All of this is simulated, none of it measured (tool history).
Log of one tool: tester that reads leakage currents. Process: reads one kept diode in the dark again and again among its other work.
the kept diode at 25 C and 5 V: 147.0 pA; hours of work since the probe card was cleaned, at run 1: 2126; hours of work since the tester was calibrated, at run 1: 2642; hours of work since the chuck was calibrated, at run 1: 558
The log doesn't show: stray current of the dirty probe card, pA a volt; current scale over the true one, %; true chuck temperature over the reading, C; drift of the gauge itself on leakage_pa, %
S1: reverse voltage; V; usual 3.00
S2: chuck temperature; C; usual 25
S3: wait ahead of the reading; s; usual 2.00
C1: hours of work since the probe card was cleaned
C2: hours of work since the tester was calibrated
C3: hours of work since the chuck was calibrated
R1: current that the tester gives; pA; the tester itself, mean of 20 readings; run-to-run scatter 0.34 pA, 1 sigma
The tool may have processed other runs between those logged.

run 1 day=0.000 | S1=3.00 S2=25 S3=2.00 | C1=2126 C2=2642 C3=558 | R1=111.98
-- day=4.042 tester calibrated
run 2 day=6.983 | S1=3.00 S2=25 S3=2.00 | C1=2222 C2=41 C3=654 | R1=111.33
run 3 day=10.633 | S1=3.00 S2=55 S3=2.00 | C1=2273 C2=92 C3=705 | R1=827.78
run 4 day=16.496 | S1=3.00 S2=25 S3=2.00 | C1=2354 C2=173 C3=786 | R1=111.41
run 5 day=22.154 | S1=3.00 S2=25 S3=2.00 | C1=2433 C2=252 C3=865 | R1=111.68
run 6 day=28.054 | S1=3.00 S2=25 S3=2.00 | C1=2515 C2=334 C3=947 | R1=111.58
run 7 day=34.071 | S1=3.00 S2=25 S3=2.00 | C1=2599 C2=418 C3=1031 | R1=111.56
run 8 day=38.358 | S1=12.61 S2=25 S3=2.00 | C1=2659 C2=478 C3=1091 | R1=244.66
-- day=42.954 chuck's temperature calibrated
run 9 day=44.262 | S1=12.61 S2=25 S3=2.00 | C1=2740 C2=559 C3=18 | R1=242.31
run 10 day=50.208 | S1=12.61 S2=25 S3=2.00 | C1=2822 C2=641 C3=101 | R1=245.31
run 11 day=54.967 | S1=12.61 S2=25 S3=2.00 | C1=2889 C2=707 C3=167 | R1=243.69
run 12 day=58.442 | S1=12.61 S2=25 S3=2.00 | C1=2937 C2=756 C3=216 | R1=243.65
run 13 day=64.712 | S1=2.86 S2=25 S3=2.00 | C1=3024 C2=843 C3=303 | R1=108.59
run 14 day=69.279 | S1=2.86 S2=25 S3=2.00 | C1=3088 C2=907 C3=366 | R1=108.84
run 15 day=74.658 | S1=16.07 S2=25 S3=2.00 | C1=3163 C2=982 C3=441 | R1=278.52
-- day=76.579 probe card cleaned and baked
run 16 day=79.629 | S1=3.00 S2=44 S3=2.00 | C1=42 C2=1049 C3=509 | R1=415.04
run 17 day=83.133 | S1=3.00 S2=44 S3=2.00 | C1=91 C2=1098 C3=557 | R1=415.16
run 18 day=89.971 | S1=3.88 S2=44 S3=2.00 | C1=186 C2=1193 C3=653 | R1=477.63
run 19 day=96.721 | S1=3.00 S2=25 S3=2.00 | C1=280 C2=1287 C3=746 | R1=111.87
run 20 day=102.971 | S1=3.00 S2=25 S3=2.00 | C1=367 C2=1374 C3=833 | R1=112.12
run 21 day=107.617 | S1=3.00 S2=35 S3=1.56 | C1=432 C2=1438 C3=898 | R1=227.34
run 22 day=114.279 | S1=6.54 S2=41 S3=1.05 | C1=525 C2=1531 C3=991 | R1=519.90
run 23 day=117.571 | S1=10.43 S2=42 S3=3.35 | C1=570 C2=1577 C3=1037 | R1=715.35
run 24 day=123.121 | S1=1.13 S2=22 S3=3.35 | C1=648 C2=1654 C3=1114 | R1=52.57
-- day=125.721 chuck's temperature calibrated
run 25 day=129.262 | S1=1.63 S2=32 S3=0.54 | C1=732 C2=1738 C3=49 | R1=131.33
run 26 day=136.042 | S1=1.63 S2=32 S3=0.54 | C1=826 C2=1833 C3=144 | R1=132.53
run 27 day=142.838 | S1=19.07 S2=28 S3=0.51 | C1=921 C2=1927 C3=238 | R1=380.82
run 28 day=148.508 | S1=19.07 S2=28 S3=0.51 | C1=1000 C2=2006 C3=317 | R1=381.52
run 29 day=152.683 | S1=4.06 S2=44 S3=0.86 | C1=1058 C2=2064 C3=375 | R1=488.10
run 30 day=155.525 | S1=4.06 S2=44 S3=0.86 | C1=1097 C2=2104 C3=415 | R1=490.55
run 31 day=162.183 | S1=1.71 S2=44 S3=0.86 | C1=1190 C2=2197 C3=507 | R1=305.65
run 32 day=165.183 | S1=4.91 S2=26 S3=0.86 | C1=1232 C2=2238 C3=549 | R1=156.85
run 33 day=169.462 | S1=2.06 S2=37 S3=0.33 | C1=1291 C2=2298 C3=609 | R1=212.07
run 34 day=176.392 | S1=2.06 S2=37 S3=0.33 | C1=1388 C2=2394 C3=705 | R1=213.17
run 35 day=180.554 | S1=4.71 S2=25 S3=2.71 | C1=1446 C2=2452 C3=763 | R1=142.10
run 36 day=184.512 | S1=2.00 S2=26 S3=2.00 | C1=1501 C2=2507 C3=818 | R1=96.76
run 37 day=191.296 | S1=1.89 S2=26 S3=2.00 | C1=1595 C2=2602 C3=913 | R1=93.30
run 38 day=196.354 | S1=8.94 S2=25 S3=2.00 | C1=1666 C2=2672 C3=983 | R1=202.34
-- day=198.225 tester calibrated
run 39 day=203.038 | S1=1.19 S2=59 S3=0.92 | C1=1757 C2=67 C3=1075 | R1=631.38
run 40 day=207.079 | S1=1.19 S2=42 S3=0.92 | C1=1814 C2=123 C3=1131 | R1=220.83

Difference, measured minus no-hidden-state, one row per run. Run-to-run variation is common to both terms; the gauge's own scatter need not be:
run=1 R1=+0.10
run=2 R1=+0.11
run=3 R1=+0.63
run=4 R1=+0.13
run=5 R1=+0.14
run=6 R1=+0.15
run=7 R1=+0.17
run=8 R1=+0.41
run=9 R1=+0.09
run=10 R1=+0.12
run=11 R1=+0.14
run=12 R1=+0.15
run=13 R1=+0.06
run=14 R1=+0.08
run=15 R1=+0.27
run=16 R1=+0.27
run=17 R1=+0.29
run=18 R1=+0.40
run=19 R1=+0.12
run=20 R1=+0.13
run=21 R1=+0.26
run=22 R1=+0.66
run=23 R1=+0.93
run=24 R1=+0.09
run=25 R1=+0.01
run=26 R1=+0.03
run=27 R1=+0.13
run=28 R1=+0.17
run=29 R1=+0.21
run=30 R1=+0.23
run=31 R1=+0.18
run=32 R1=+0.12
run=33 R1=+0.15
run=34 R1=+0.19
run=35 R1=+0.15
run=36 R1=+0.11
run=37 R1=+0.12
run=38 R1=+0.28
run=39 R1=+0.65
run=40 R1=+0.28
